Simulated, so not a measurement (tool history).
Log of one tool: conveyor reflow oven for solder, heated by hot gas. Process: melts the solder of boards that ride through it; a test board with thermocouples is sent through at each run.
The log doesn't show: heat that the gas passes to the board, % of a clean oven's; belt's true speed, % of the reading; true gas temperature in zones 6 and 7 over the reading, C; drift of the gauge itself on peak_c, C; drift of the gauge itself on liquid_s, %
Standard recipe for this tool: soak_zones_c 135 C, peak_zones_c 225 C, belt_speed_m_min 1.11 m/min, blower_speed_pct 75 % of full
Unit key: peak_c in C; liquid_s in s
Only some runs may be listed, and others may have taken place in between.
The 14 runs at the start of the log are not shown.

run,hour,soak_zones_c,peak_zones_c,belt_speed_m_min,blower_speed_pct,hours of work since the flux was cleaned out,hours of work since the belt drive was overhauled,hours of work since the thermocouples were changed,peak_c,liquid_s
15,608.4,135,225,1.11,75,75,841,171,209.1,28.1
16,636,135,225,1.11,75,90,855,185,209.3,28
17,687.5,148,228,1.16,63,117,882,212,210.8,30.4
18,718.9,147,226,1.11,57,133,899,229,209.2,30.3
# hour 767.4: belt drive overhauled, speed set with a stopwatch
19,777.1,147,226,1.11,57,162,5,257,208.9,29.2
20,807.6,147,226,1.11,57,178,21,274,208.6,29.4
21,845.8,142,226,1.11,81,198,41,294,211.1,30.5
22,876.7,145,225,1.11,76,214,58,310,210.6,30.4
23,917.3,135,220,1.11,75,236,79,331,204,24.1
24,961.9,135,224,1.19,75,259,102,355,205.1,22.7
25,1011.6,135,224,1.19,75,285,128,381,204.8,22.8
26,1066.5,135,224,1.19,75,314,157,410,205.1,23.3
27,1107.6,135,224,1.19,75,336,179,431,204.3,22.6
28,1152.7,135,218,1.11,75,360,203,455,202.2,23
29,1208.5,135,225,1.26,75,389,232,484,202.7,20.2
# hour 1259.6: flux residue cleaned out of gas plates and filters
30,1259.6,124,225,0.91,75,0,256,509,214.2,35.9
31,1320.5,149,233,1.11,75,32,288,541,219.2,35.9
32,1369.9,134,225,1.08,61,58,314,567,208.4,27.6

Consider 3 possible next runs. They are alternatives, not a sequence: every one starts from the tool as it was left by run 32. What does each give?
A,1407.1,135,225,1.03,75,78,334,586,?,?
B,1407.1,134,225,1.08,62,78,334,586,?,?
C,1407.1,135,225,1.11,64,78,334,586,?,?

run,peak_c,liquid_s
A,211.9,31.9
B,208.1,27.6
C,207.7,26.9
The same runs, with their run-to-run variation unchanged, on a tool lacking any hidden condition would have given:
run,peak_c,liquid_s
A,210.4,30.9
B,206.7,26.5
C,206.3,25.8
